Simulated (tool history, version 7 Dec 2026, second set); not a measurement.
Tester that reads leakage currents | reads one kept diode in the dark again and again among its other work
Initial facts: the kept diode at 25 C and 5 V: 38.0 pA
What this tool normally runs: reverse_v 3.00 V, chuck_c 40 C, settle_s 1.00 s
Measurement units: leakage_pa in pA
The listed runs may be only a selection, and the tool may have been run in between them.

run	hour	reverse_v	chuck_c	settle_s	leakage_pa
1	0.0	3.00	40	1.00	88.90
2	18.9	3.00	40	1.00	88.79
3	40.3	3.00	40	1.00	88.81
4	69.6	3.00	40	3.55	88.51
5	86.4	3.00	40	3.55	88.47
6	109.7	3.00	40	1.00	89.26
7	124.9	3.00	40	1.00	89.44
8	143.4	3.00	40	3.46	88.59
9	172.1	3.00	40	3.46	88.84
10	201.0	3.00	24	1.00	32.52
11	223.4	1.32	40	1.00	56.08
12	240.7	1.32	40	1.00	56.30
13	254.1	1.32	40	1.00	56.44
14	270.6	3.00	40	1.98	90.35
15	293.8	3.00	40	1.98	90.09
16	307.4	5.59	40	1.00	130.13
17	332.1	3.00	40	1.00	90.87
18	362.2	3.00	40	1.00	90.70
19	391.6	3.00	40	1.00	91.50
20	404.9	3.00	40	1.00	91.27
# hour 408.2: tester calibrated
# hour 415.0: chuck's temperature calibrated
21	428.8	3.00	40	1.00	88.50
22	446.0	18.58	34	1.99	181.21
23	464.1	3.00	40	2.48	88.48
# hour 475.3: tester calibrated, once more
24	489.7	3.00	35	1.00	64.48
25	516.8	3.00	53	1.00	196.69
26	532.4	3.00	53	1.00	196.72
27	545.5	3.00	53	1.00	196.80
28	564.0	3.00	53	1.00	196.35
29	586.0	3.00	40	9.44	88.41
30	611.2	13.50	59	9.54	653.94
31	623.8	13.50	59	9.54	653.20
32	647.6	3.00	37	1.00	74.61
33	677.0	3.00	37	1.00	74.57
34	694.2	3.00	37	1.00	75.17
35	706.5	3.00	37	1.00	74.86
36	722.8	2.08	58	1.00	217.08
37	751.8	2.08	58	1.00	217.60
38	770.4	2.08	58	1.00	216.61
39	784.3	1.57	21	3.05	18.19

Alternative continuations, all from the tool just after run 39; predict every row:
A	804.5	19.49	26	0.59	?
B	804.5	1.93	59	3.05	?
C	804.5	3.00	40	2.92	?
D	804.5	1.99	32	0.43	?

run	leakage_pa
A	135.34
B	219.87
C	89.86
D	44.29
Stripped of hidden state, with their random variation kept, the same runs would have yielded:
run	leakage_pa
A	98.69
B	210.35
C	82.01
D	39.54

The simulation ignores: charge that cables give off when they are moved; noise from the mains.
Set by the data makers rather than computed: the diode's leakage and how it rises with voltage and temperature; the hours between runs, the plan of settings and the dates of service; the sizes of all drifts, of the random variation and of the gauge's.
